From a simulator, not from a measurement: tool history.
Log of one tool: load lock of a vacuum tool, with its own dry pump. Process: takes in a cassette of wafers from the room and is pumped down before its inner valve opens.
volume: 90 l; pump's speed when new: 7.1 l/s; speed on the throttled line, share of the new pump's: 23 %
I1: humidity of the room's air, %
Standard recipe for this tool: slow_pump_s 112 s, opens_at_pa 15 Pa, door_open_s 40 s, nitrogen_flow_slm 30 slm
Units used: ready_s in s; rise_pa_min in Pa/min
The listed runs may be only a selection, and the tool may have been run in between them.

Run 1, day 0.000: usual settings; I1 43.3. Result: ready_s 200.4 s, rise_pa_min 0.027 Pa/min.
Run 2, day 5.558: usual settings; I1 43.3. Result: ready_s 199.4 s, rise_pa_min 0.034 Pa/min.
Run 3, day 10.100: usual settings but nitrogen_flow_slm 22 slm; I1 45.1. Result: ready_s 197.3 s, rise_pa_min 0.029 Pa/min.
Run 4, day 15.796: usual settings but nitrogen_flow_slm 22 slm; I1 46.4. Result: ready_s 200.9 s, rise_pa_min 0.033 Pa/min.
Run 5, day 22.492: usual settings but nitrogen_flow_slm 22 slm; I1 44.0. Result: ready_s 199.6 s, rise_pa_min 0.038 Pa/min.
Run 6, day 26.558: usual settings but slow_pump_s 186 s; I1 44.8. Result: ready_s 253.6 s, rise_pa_min 0.029 Pa/min.
Run 7, day 31.621: usual settings but slow_pump_s 186 s, door_open_s 41 s; I1 40.5. Result: ready_s 257.1 s, rise_pa_min 0.026 Pa/min.
Run 8, day 36.829: usual settings but slow_pump_s 186 s, door_open_s 41 s; I1 43.1. Result: ready_s 257.3 s, rise_pa_min 0.031 Pa/min.
Run 9, day 41.950: usual settings but opens_at_pa 29 Pa; I1 44.1. Result: ready_s 190.5 s, rise_pa_min 0.032 Pa/min.
Run 10, day 45.438: usual settings but opens_at_pa 29 Pa, door_open_s 55 s; I1 45.7. Result: ready_s 192.3 s, rise_pa_min 0.034 Pa/min.
Run 11, day 50.142: usual settings; I1 43.0. Result: ready_s 199.6 s, rise_pa_min 0.033 Pa/min.
Run 12, day 56.750: usual settings; I1 43.0. Result: ready_s 200.2 s, rise_pa_min 0.023 Pa/min.
Run 13, day 59.658: usual settings; I1 45.0. Result: ready_s 197.7 s, rise_pa_min 0.033 Pa/min.
Run 14, day 64.808: usual settings; I1 41.8. Result: ready_s 200.4 s, rise_pa_min 0.027 Pa/min.
Run 15, day 69.971: usual settings; I1 45.6. Result: ready_s 199.4 s, rise_pa_min 0.031 Pa/min.
Run 16, day 74.542: usual settings; I1 42.5. Result: ready_s 198.2 s, rise_pa_min 0.035 Pa/min.
Run 17, day 77.579: usual settings but slow_pump_s 139 s, opens_at_pa 22 Pa, door_open_s 191 s; I1 43.7. Result: ready_s 216.9 s, rise_pa_min 0.054 Pa/min.
Run 18, day 83.046: usual settings but slow_pump_s 139 s, opens_at_pa 22 Pa, door_open_s 191 s; I1 45.4. Result: ready_s 215.0 s, rise_pa_min 0.053 Pa/min.
Run 19, day 88.308: usual settings but slow_pump_s 86 s, opens_at_pa 16 Pa, door_open_s 192 s, nitrogen_flow_slm 13 slm; I1 45.0. Result: ready_s 178.0 s, rise_pa_min 0.070 Pa/min.
Run 20, day 92.821: usual settings but slow_pump_s 86 s, opens_at_pa 26 Pa, door_open_s 46 s, nitrogen_flow_slm 13 slm; I1 46.1. Result: ready_s 172.8 s, rise_pa_min 0.045 Pa/min.
Run 21, day 96.133: usual settings but slow_pump_s 138 s, opens_at_pa 14 Pa, door_open_s 93 s, nitrogen_flow_slm 10 slm; I1 41.7. Result: ready_s 221.9 s, rise_pa_min 0.055 Pa/min.
Run 22, day 101.783: usual settings but slow_pump_s 137 s, opens_at_pa 14 Pa, door_open_s 93 s, nitrogen_flow_slm 10 slm; I1 47.9. Result: ready_s 218.6 s, rise_pa_min 0.058 Pa/min.

Run 23 is up next; what results do you expect?
Run 23, day 106.883: usual settings but slow_pump_s 137 s, opens_at_pa 14 Pa, door_open_s 93 s, nitrogen_flow_slm 10 slm; I1 46.4. Result: ready_s ?, rise_pa_min ?.

{"run 23": {"ready_s": 218.9, "rise_pa_min": 0.059}}
The same run, on a tool lacking any hidden state, would have yielded ready_s 218.9 s, rise_pa_min 0.059 Pa/min.

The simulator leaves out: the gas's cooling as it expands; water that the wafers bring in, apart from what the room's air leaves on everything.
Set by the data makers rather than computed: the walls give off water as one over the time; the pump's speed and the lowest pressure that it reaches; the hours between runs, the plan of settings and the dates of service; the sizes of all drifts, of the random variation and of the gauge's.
